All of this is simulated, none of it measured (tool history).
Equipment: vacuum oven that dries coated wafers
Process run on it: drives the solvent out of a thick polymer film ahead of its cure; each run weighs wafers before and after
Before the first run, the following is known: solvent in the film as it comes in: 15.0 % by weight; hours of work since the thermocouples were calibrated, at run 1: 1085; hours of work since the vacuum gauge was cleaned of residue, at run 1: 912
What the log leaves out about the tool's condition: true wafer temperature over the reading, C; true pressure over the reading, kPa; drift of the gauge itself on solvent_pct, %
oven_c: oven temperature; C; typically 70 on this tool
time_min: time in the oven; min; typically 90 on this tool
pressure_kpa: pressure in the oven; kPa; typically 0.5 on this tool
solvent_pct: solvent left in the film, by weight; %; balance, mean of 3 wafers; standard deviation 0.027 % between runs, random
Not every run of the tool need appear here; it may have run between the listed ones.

run	day	oven_c	time_min	pressure_kpa	hours of work since the thermocouples were calibrated	hours of work since the vacuum gauge was cleaned of residue	solvent_pct
1	0	70	90	0.5	1085	912	1.18
2	1.125	70	90	0.5	1103	931	1.17
3	2.058	70	90	0.5	1119	946	1.19
4	3.008	70	90	0.5	1134	962	1.26
5	4.629	70	90	0.5	1161	989	1.19
6	5.304	70	90	0.5	1172	1000	1.18
7	6.775	70	90	0.5	1196	1024	1.27
8	8.129	76	106	1.529	1218	1046	1.19
9	9.088	56	73	0.686	1234	1062	6.61
10	9.971	71	154	0.5	1249	1076	0.66
11	11.596	55	46	1.31	1276	1103	9.22
12	12.417	55	46	1.31	1289	1117	9.15
13	13.321	69	46	1.95	1304	1132	4.63
14	14.717	70	81	0.456	1327	1154	1.43

Each row is a separate what-if for the run after 14, all from the same tool condition, not one after another. Results?
A	16.379	70	51	0.273	1354	1182	?
B	16.379	74	90	0.754	1354	1182	?
C	16.379	70	81	1.079	1354	1182	?

run	solvent_pct
A	2.76
B	0.94
C	1.94
The same runs, with their run-to-run variation unchanged, on a tool lacking any hidden condition would have given:
run	solvent_pct
A	2.18
B	0.67
C	1.48

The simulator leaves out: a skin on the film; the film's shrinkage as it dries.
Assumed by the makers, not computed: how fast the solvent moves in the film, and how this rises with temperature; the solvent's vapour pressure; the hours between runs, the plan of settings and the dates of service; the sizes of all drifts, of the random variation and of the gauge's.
